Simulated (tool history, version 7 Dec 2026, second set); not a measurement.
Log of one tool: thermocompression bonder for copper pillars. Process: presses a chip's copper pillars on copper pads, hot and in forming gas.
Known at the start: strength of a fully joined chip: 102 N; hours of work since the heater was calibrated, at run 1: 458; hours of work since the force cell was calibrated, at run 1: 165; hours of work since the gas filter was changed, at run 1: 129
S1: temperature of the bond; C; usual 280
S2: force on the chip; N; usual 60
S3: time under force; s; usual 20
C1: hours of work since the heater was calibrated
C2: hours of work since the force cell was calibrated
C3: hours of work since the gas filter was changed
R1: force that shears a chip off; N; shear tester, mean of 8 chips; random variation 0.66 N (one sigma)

run   hour   S1  S2  S3   C1   C2   C3    R1
  1    0.0  280  60  20  458  165  129  49.1
  2   13.8  280  60  20  467  174  138  50.2
  3   42.9  266  60  20  486  193  157  43.0
      59.2  -- forming gas filter changed
  4   70.4  280  60  20  504  211    7  51.1
  5  102.7  280  60  20  525  233   29  51.8
  6  134.8  280  60  20  546  254   50  50.2
     142.6  -- heater calibrated with a thermocouple chip
  7  157.8  280  60  39   10  268   64  59.1
  8  183.7  280  60  39   27  285   81  57.2
  9  205.9  280  39  20   42  300   96  36.6
 10  234.8  280  39  23   61  319  115  37.7
 11  260.3  280  39  23   78  336  132  37.0
     264.3  -- force cell calibrated
 12  288.1  280  70  20   95   16  149  52.0
 13  305.4  280  70  20  107   27  161  51.6
     315.5  -- forming gas filter changed
 14  321.4  280  70  20  117   37    4  51.8
 15  342.5  285  70  11  131   51   18  44.9

The next listed run, before its measurement:
 16  359.9  285  70  11  142  63  29   ?

R1: 45.3 N
Without the tool's hidden state the same run would have given R1 42.4 N.
